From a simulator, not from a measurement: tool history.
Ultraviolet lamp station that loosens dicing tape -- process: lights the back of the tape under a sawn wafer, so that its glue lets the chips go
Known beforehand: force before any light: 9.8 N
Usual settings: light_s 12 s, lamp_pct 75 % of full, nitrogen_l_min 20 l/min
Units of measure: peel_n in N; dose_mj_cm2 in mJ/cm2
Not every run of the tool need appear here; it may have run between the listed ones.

| run | hour | light_s | lamp_pct | nitrogen_l_min | peel_n | dose_mj_cm2 |
|---|---|---|---|---|---|---|
| 1 | 0.0 | 12 | 75 | 20 | 0.431 | 398 |
| 2 | 68.4 | 12 | 75 | 20 | 0.430 | 400 |
| 3 | 144.7 | 12 | 75 | 20 | 0.425 | 394 |
| 4 | 229.0 | 7 | 75 | 20 | 1.498 | 233 |
| 5 | 271.7 | 7 | 75 | 20 | 1.467 | 233 |
| 6 | 332.4 | 23 | 88 | 20 | 0.072 | 896 |
| 7 | 382.8 | 8 | 79 | 20 | 1.028 | 279 |
| 8 | 434.2 | 7 | 62 | 12 | 2.744 | 193 |
| 9 | 512.1 | 8 | 82 | 11 | 1.526 | 287 |
| 10 | 558.0 | 11 | 82 | 39 | 0.219 | 398 |

Between the runs listed above, the log contained 1 entry, not reproduced here. Where in the sequence does each belong, and how does what the log doesn't record of the tool's condition differ from the listed run before to the listed run after?
Logged between run 5 and run 6: window cleaned of glue's vapour (hour 279.6)
  light that the window lets through, % of a clean one's: 99.9 -> 100
